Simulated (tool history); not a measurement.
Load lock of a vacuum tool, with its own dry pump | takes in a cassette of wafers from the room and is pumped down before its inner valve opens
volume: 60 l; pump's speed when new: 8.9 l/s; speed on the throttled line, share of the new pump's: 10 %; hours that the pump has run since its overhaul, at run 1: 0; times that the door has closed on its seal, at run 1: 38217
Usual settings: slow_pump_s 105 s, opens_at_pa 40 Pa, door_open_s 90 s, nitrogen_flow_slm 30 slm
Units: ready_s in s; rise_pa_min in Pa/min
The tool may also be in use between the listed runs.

run    hour  slow_pump_s  opens_at_pa  door_open_s  nitrogen_flow_slm  hours that the pump has run since its overhaul  times that the door has closed on its seal  incoming humidity of the room's air, %  ready_s  rise_pa_min
  1       0          105           40           90                 30                                               0                                       38217                                    44.5    147.3        0.021
  2   333.3          105           40           90                 30                                             333                                       38807                                    43.6    148.1         0.02
  3   940.6          105           40           90                 30                                             941                                       39881                                    46.7    148.1        0.018
  4    1472          105           40           90                 30                                            1472                                       40822                                    46.8    147.9        0.023
  5    1971          105           40           58                 30                                            1971                                       41705                                    47.9    148.2         0.02
  6  2433.2           89           40          172                 27                                            2433                                       42523                                    46.8    134.3        0.037
  7    2896           89           40          198                 16                                            2896                                       43342                                    41.5    133.7        0.049
  8  3381.1          142           40           90                 27                                            3381                                       44200                                    47.5      181        0.023
  9    3844          142           40           90                 27                                            3844                                       45019                                      43    183.1        0.022
 10  4261.6          105           40           90                 30                                            4262                                       45758                                    42.1    148.7        0.027

3 ways to go on from here, each from the tool as it stands after run 10. What would each give?
  A  4626.9          105           31           90                 11                                            4627                                       46405                                    44.8        ?            ?
  B  4626.9          154           29           90                 42                                            4627                                       46405                                      45        ?            ?
  C  4626.9           56           40           52                 26                                            4627                                       46405                                    43.3        ?            ?

run  ready_s  rise_pa_min
  A    149.1        0.034
  B    194.3        0.016
  C    103.6        0.017
Without the tool's hidden state the same runs would have given:
run  ready_s  rise_pa_min
  A    149.1        0.033
  B    194.3        0.015
  C    103.6        0.016
